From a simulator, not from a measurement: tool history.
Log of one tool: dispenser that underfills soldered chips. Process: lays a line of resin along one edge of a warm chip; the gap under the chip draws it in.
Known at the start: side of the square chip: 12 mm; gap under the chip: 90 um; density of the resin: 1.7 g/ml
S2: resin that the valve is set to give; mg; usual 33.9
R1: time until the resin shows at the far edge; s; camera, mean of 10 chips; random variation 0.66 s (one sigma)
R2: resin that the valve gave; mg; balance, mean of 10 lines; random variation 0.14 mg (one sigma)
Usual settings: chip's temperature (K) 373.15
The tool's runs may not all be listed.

{"run": 1, "hour": 0.0, "chip's temperature (K)": 373.15, "S2": 33.9, "R1": 70.1, "R2": 32.57}
{"run": 2, "hour": 4.7, "chip's temperature (K)": 371.15, "S2": 33.9, "R1": 92.7, "R2": 32.25}
{"run": 3, "hour": 9.8, "chip's temperature (K)": 371.15, "S2": 33.9, "R1": 113.9, "R2": 32.19}
{"run": 4, "hour": 17.2, "chip's temperature (K)": 371.15, "S2": 33.9, "R1": 75.8, "R2": 32.02}
{"run": 5, "hour": 24.6, "chip's temperature (K)": 371.15, "S2": 33.9, "R1": 105.6, "R2": 32.21}
{"run": 6, "hour": 30.7, "chip's temperature (K)": 371.15, "S2": 43.5, "R1": 62.4, "R2": 41.05}
{"run": 7, "hour": 36.5, "chip's temperature (K)": 367.15, "S2": 33.9, "R1": 88.3, "R2": 33.89}
{"run": 8, "hour": 43.5, "chip's temperature (K)": 367.15, "S2": 33.9, "R1": 117.6, "R2": 33.84}
{"run": 9, "hour": 49.4, "chip's temperature (K)": 367.15, "S2": 33.9, "R1": 77.3, "R2": 33.78}
{"run": 10, "hour": 54.4, "chip's temperature (K)": 373.15, "S2": 33.9, "R1": 74.7, "R2": 33.84}
{"run": 11, "hour": 57.9, "chip's temperature (K)": 373.15, "S2": 33.9, "R1": 88, "R2": 33.51}
{"run": 12, "hour": 61.7, "chip's temperature (K)": 358.15, "S2": 33.9, "R1": 180, "R2": 34.01}
{"run": 13, "hour": 67.9, "chip's temperature (K)": 360.15, "S2": 33.9, "R1": 104.6, "R2": 33.72}
{"run": 14, "hour": 73.8, "chip's temperature (K)": 373.15, "S2": 34, "R1": 84.5, "R2": 33.61}
{"run": 15, "hour": 79.1, "chip's temperature (K)": 373.15, "S2": 31.6, "R1": 105.8, "R2": 31.38}
{"run": 16, "hour": 86.5, "chip's temperature (K)": 373.15, "S2": 31.6, "R1": 69.9, "R2": 30.96}
{"run": 17, "hour": 90.6, "chip's temperature (K)": 373.15, "S2": 33.5, "R1": 81.1, "R2": 33.05}
{"run": 18, "hour": 95.9, "chip's temperature (K)": 384.15, "S2": 29.1, "R1": 70.5, "R2": 28.57}
{"run": 19, "hour": 100.3, "chip's temperature (K)": 374.15, "S2": 43.3, "R1": 56.2, "R2": 42.46}
{"run": 20, "hour": 104.2, "chip's temperature (K)": 368.15, "S2": 33.9, "R1": 82.6, "R2": 33.37}
{"run": 21, "hour": 109.4, "chip's temperature (K)": 368.15, "S2": 33.9, "R1": 105.5, "R2": 33.11}
{"run": 22, "hour": 112.5, "chip's temperature (K)": 375.15, "S2": 30.2, "R1": 94.5, "R2": 29.73}
{"run": 23, "hour": 116.7, "chip's temperature (K)": 375.15, "S2": 41.6, "R1": 53.6, "R2": 40.72}
{"run": 24, "hour": 120.5, "chip's temperature (K)": 375.15, "S2": 41.6, "R1": 61.2, "R2": 40.74}
{"run": 25, "hour": 127.9, "chip's temperature (K)": 369.15, "S2": 31.6, "R1": 110.2, "R2": 30.92}
{"run": 26, "hour": 134.8, "chip's temperature (K)": 369.15, "S2": 31.6, "R1": 71.3, "R2": 30.83}
{"run": 27, "hour": 140.1, "chip's temperature (K)": 381.15, "S2": 30.7, "R1": 59.5, "R2": 29.83}
{"run": 28, "hour": 147.2, "chip's temperature (K)": 381.15, "S2": 30.7, "R1": 81, "R2": 29.68}
{"run": 29, "hour": 151.8, "chip's temperature (K)": 381.15, "S2": 43.2, "R1": 46, "R2": 41.78}
{"run": 30, "hour": 155.1, "chip's temperature (K)": 381.15, "S2": 43.2, "R1": 51.7, "R2": 41.78}
{"run": 31, "hour": 159.7, "chip's temperature (K)": 362.15, "S2": 35.7, "R1": 127.6, "R2": 34.82}
{"run": 32, "hour": 163.7, "chip's temperature (K)": 375.15, "S2": 40.2, "R1": 90.1, "R2": 38.58}
{"run": 33, "hour": 169.0, "chip's temperature (K)": 375.15, "S2": 40.2, "R1": 57.3, "R2": 38.45}
{"run": 34, "hour": 175.2, "chip's temperature (K)": 358.15, "S2": 42.9, "R1": 140, "R2": 41.38}

Taken out of this log: 11 entries between the listed runs. Where each belongs, and how the hidden state differs across it:
Between runs 3 and 4: new syringe of resin (hour 12.2)
  resin's viscosity, % of fresh resin's: 186.2 -> 124.2; dose that the valve gives, % of what is set: 94.77 -> 94.54; true chip temperature over the reading, C: 1.17 -> 1.19
  measured less the result without the state, R1: +50.8 -> +12.7 s; R2: -1.77 -> -1.85 mg
Between runs 5 and 6: new syringe of resin (hour 29.6)
  resin's viscosity, % of fresh resin's: 169.6 -> 103.3; dose that the valve gives, % of what is set: 94.29 -> 94.11; true chip temperature over the reading, C: 1.22 -> 1.24
  measured less the result without the state, R1: +40.9 -> -0.7 s; R2: -1.95 -> -2.57 mg
Between runs 6 and 7: dispensing valve cleaned and set on the balance (hour 36.3)
  resin's viscosity, % of fresh resin's: 103.3 -> 126.9; dose that the valve gives, % of what is set: 94.11 -> 100.32; true chip temperature over the reading, C: 1.24 -> 1.26
  measured less the result without the state, R1: -0.7 -> +15.4 s; R2: -2.57 -> +0.11 mg
Between runs 8 and 9: new syringe of resin (hour 47.5)
  resin's viscosity, % of fresh resin's: 169.9 -> 109.4; dose that the valve gives, % of what is set: 100.1 -> 99.92; true chip temperature over the reading, C: 1.28 -> 1.31
  measured less the result without the state, R1: +45 -> +3.1 s; R2: +0.03 -> -0.02 mg
Between runs 12 and 13: new syringe of resin (hour 64.4)
  resin's viscosity, % of fresh resin's: 183.2 -> 116.8; dose that the valve gives, % of what is set: 99.55 -> 99.36; true chip temperature over the reading, C: 1.35 -> 1.37
  measured less the result without the state, R1: +76.7 -> +10.2 s; R2: -0.16 -> -0.21 mg
Between runs 15 and 16: new syringe of resin (hour 81.3)
  resin's viscosity, % of fresh resin's: 186.7 -> 122; dose that the valve gives, % of what is set: 99.03 -> 98.81; true chip temperature over the reading, C: 1.42 -> 1.44
  measured less the result without the state, R1: +46.4 -> +9.7 s; R2: -0.31 -> -0.37 mg
Between runs 18 and 19: new syringe of resin (hour 98.6)
  resin's viscosity, % of fresh resin's: 181 -> 106.9; dose that the valve gives, % of what is set: 98.51 -> 98.37; true chip temperature over the reading, C: 1.48 -> 1.49
  measured less the result without the state, R1: +29.8 -> +0.8 s; R2: -0.43 -> -0.71 mg
Between runs 22 and 23: new syringe of resin (hour 115.7)
  resin's viscosity, % of fresh resin's: 178.6 -> 104.4; dose that the valve gives, % of what is set: 97.99 -> 97.88; true chip temperature over the reading, C: 1.54 -> 1.55
  measured less the result without the state, R1: +38.9 -> -0.6 s; R2: -0.61 -> -0.88 mg
Between runs 25 and 26: new syringe of resin (hour 132.5)
  resin's viscosity, % of fresh resin's: 167.5 -> 110.8; dose that the valve gives, % of what is set: 97.51 -> 97.3; true chip temperature over the reading, C: 1.59 -> 1.62
  measured less the result without the state, R1: +40.7 -> +3.5 s; R2: -0.79 -> -0.85 mg
Between runs 28 and 29: new syringe of resin (hour 149.5)
  resin's viscosity, % of fresh resin's: 186.7 -> 111; dose that the valve gives, % of what is set: 96.91 -> 96.78; true chip temperature over the reading, C: 1.66 -> 1.68
  measured less the result without the state, R1: +35.4 -> +2.1 s; R2: -0.95 -> -1.39 mg
Between runs 32 and 33: new syringe of resin (hour 166.3)
  resin's viscosity, % of fresh resin's: 183.1 -> 113; dose that the valve gives, % of what is set: 96.41 -> 96.25; true chip temperature over the reading, C: 1.72 -> 1.74
  measured less the result without the state, R1: +38 -> +3.5 s; R2: -1.43 -> -1.51 mg
